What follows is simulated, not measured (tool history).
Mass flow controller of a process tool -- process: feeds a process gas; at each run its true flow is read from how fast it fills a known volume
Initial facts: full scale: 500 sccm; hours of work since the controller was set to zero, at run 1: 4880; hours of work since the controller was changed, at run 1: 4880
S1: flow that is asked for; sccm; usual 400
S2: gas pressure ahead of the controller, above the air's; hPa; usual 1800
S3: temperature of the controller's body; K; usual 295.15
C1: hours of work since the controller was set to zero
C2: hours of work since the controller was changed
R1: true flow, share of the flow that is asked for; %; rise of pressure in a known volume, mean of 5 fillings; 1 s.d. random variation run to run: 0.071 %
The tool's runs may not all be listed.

run	day	S1	S2	S3	C1	C2	R1
1	0.000	400	1800	295.15	4880	4880	99.32
2	5.046	400	1800	295.15	4948	4948	99.41
3	15.388	400	1800	295.15	5086	5086	99.51
4	25.371	400	1800	295.15	5221	5221	99.45
5	35.992	400	1800	295.15	5363	5363	99.28
6	42.312	400	1800	295.15	5448	5448	99.21
7	50.875	400	1800	295.15	5563	5563	99.15
8	58.700	400	1800	295.15	5668	5668	99.20
9	67.179	400	1800	295.15	5782	5782	99.04
10	76.146	400	1800	295.15	5902	5902	99.27
11	84.683	400	2790	295.15	6017	6017	99.69
12	89.188	400	2790	295.15	6077	6077	99.66
13	93.575	400	2790	295.15	6136	6136	99.67
14	101.488	400	2790	295.15	6242	6242	99.61
15	108.283	400	1800	294.15	6334	6334	98.81
16	118.821	400	1800	298.15	6475	6475	99.04
17	123.442	380	1800	295.15	6537	6537	98.82
18	134.125	400	1800	295.15	6680	6680	98.94
19	140.538	400	1800	295.15	6766	6766	98.86
20	149.167	400	1810	295.15	6882	6882	98.88
21	159.621	400	1800	295.15	7023	7023	98.72
22	165.292	400	1800	295.15	7099	7099	98.62
23	170.408	400	1800	295.15	7167	7167	98.56
24	179.038	400	1800	295.15	7283	7283	98.66
25	185.779	400	1800	295.15	7374	7374	98.54
26	190.167	400	1800	295.15	7433	7433	98.68
27	198.762	400	1960	295.15	7548	7548	98.57
28	206.467	69	1940	295.15	7652	7652	98.08
29	216.258	69	1940	295.15	7783	7783	97.97
# day 222.088: controller's zero set anew
30	222.088	69	1940	295.15	0	7861	98.02
31	228.000	54	1560	310.15	79	7940	99.23
32	237.600	54	1560	310.15	208	8069	99.09
33	244.721	54	1560	310.15	304	8165	99.14
34	254.183	54	1560	310.15	431	8292	99.08
35	263.896	160	1800	295.15	561	8422	97.89
36	272.821	75	2760	295.15	681	8542	98.30
37	279.821	75	2760	295.15	775	8636	98.17
38	289.633	400	1400	295.15	907	8768	97.81
39	298.033	265	1410	309.15	1019	8880	99.02
40	306.346	400	2590	295.15	1131	8992	98.59
41	310.721	400	1430	295.15	1190	9051	97.84
# day 314.571: gauge calibrated
42	316.425	400	1430	295.15	1266	9127	99.17
43	322.917	93	2400	295.15	1354	9214	99.14
44	330.988	93	2400	295.15	1462	9323	99.14
45	341.375	400	1800	309.15	1601	9462	100.74
46	350.896	192	1920	296.15	1729	9590	99.09
47	357.758	192	1920	296.15	1821	9682	99.12
48	362.921	69	2370	296.15	1891	9751	98.96

Predict each of these 4 candidate next runs independently; none follows another, all start after run 48:
A	372.329	192	1800	295.15	2017	9878	?
B	372.329	63	1680	299.15	2017	9878	?
C	372.329	173	2500	295.15	2017	9878	?
D	372.329	60	1800	304.15	2017	9878	?

run	R1
A	98.76
B	98.93
C	99.21
D	99.61
The same runs, with their run-to-run variation unchanged, on a tool lacking any hidden condition would have given:
run	R1
A	98.99
B	99.16
C	99.45
D	99.84
